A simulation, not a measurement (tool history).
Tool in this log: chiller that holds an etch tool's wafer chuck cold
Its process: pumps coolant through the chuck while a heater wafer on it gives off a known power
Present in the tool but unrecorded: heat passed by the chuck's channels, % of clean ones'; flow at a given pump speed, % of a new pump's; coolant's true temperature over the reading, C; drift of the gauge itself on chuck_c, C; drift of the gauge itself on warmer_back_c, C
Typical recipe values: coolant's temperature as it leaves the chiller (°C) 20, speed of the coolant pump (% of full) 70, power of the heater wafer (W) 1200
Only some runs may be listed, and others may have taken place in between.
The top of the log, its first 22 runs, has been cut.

| run | day | coolant's temperature as it leaves the chiller (°C) | speed of the coolant pump (% of full) | power of the heater wafer (W) | hours since the coolant was changed and the channels were flushed | hours since the pump was overhauled | hours since the chiller's thermometer was calibrated | chuck's temperature once it has settled (°C) | how much warmer the coolant comes back (C) |
|---|---|---|---|---|---|---|---|---|---|
| 23 | 92.488 | 13 | 60 | 1200 | 1784 | 8401 | 1928 | 28.3 | 4.6 |
| 24 | 96.396 | 10 | 73 | 1200 | 1878 | 8494 | 2022 | 23.3 | 3.79 |
| 25 | 99.525 | 10 | 73 | 630 | 1953 | 8569 | 2097 | 16.8 | 2.1 |
|  | 100.029 | chiller's thermometer calibrated |
| 26 | 104.129 | 10 | 73 | 630 | 2063 | 8679 | 98 | 17 | 2.19 |
| 27 | 107.029 | 10 | 97 | 1469 | 2132 | 8749 | 168 | 23 | 3.65 |
| 28 | 111.05 | 10 | 97 | 1469 | 2229 | 8845 | 264 | 22.9 | 3.63 |
|  | 114.617 | coolant pump overhauled |
| 29 | 117.221 | 18 | 98 | 1272 | 2372 | 62 | 408 | 29.2 | 3.1 |
| 30 | 123.117 | 11 | 86 | 922 | 2513 | 204 | 549 | 19.9 | 2.66 |
| 31 | 126.675 | 11 | 86 | 922 | 2599 | 289 | 634 | 20.2 | 2.71 |

Here are 5 independent what-if runs from the current tool condition. What would each one return?
| A | 132.6 | 24 | 72 | 1539 | 2741 | 432 | 777 | ? | ? |
| B | 132.6 | 13 | 98 | 985 | 2741 | 432 | 777 | ? | ? |
| C | 132.6 | 20 | 89 | 1215 | 2741 | 432 | 777 | ? | ? |
| D | 132.6 | 25 | 97 | 802 | 2741 | 432 | 777 | ? | ? |
| E | 132.6 | 11 | 86 | 1242 | 2741 | 432 | 777 | ? | ? |

| run | chuck's temperature once it has settled (°C) | how much warmer the coolant comes back (C) |
|---|---|---|
| A | 41.3 | 5.03 |
| B | 21.8 | 2.58 |
| C | 31.7 | 3.36 |
| D | 32.1 | 2.21 |
| E | 23.2 | 3.52 |
The same runs, with their run-to-run variation unchanged, on a tool lacking any hidden condition would have given:
| run | chuck's temperature once it has settled (°C) | how much warmer the coolant comes back (C) |
|---|---|---|
| A | 41.3 | 4.74 |
| B | 21.8 | 2.29 |
| C | 31.6 | 3.07 |
| D | 32.1 | 1.92 |
| E | 23.2 | 3.23 |
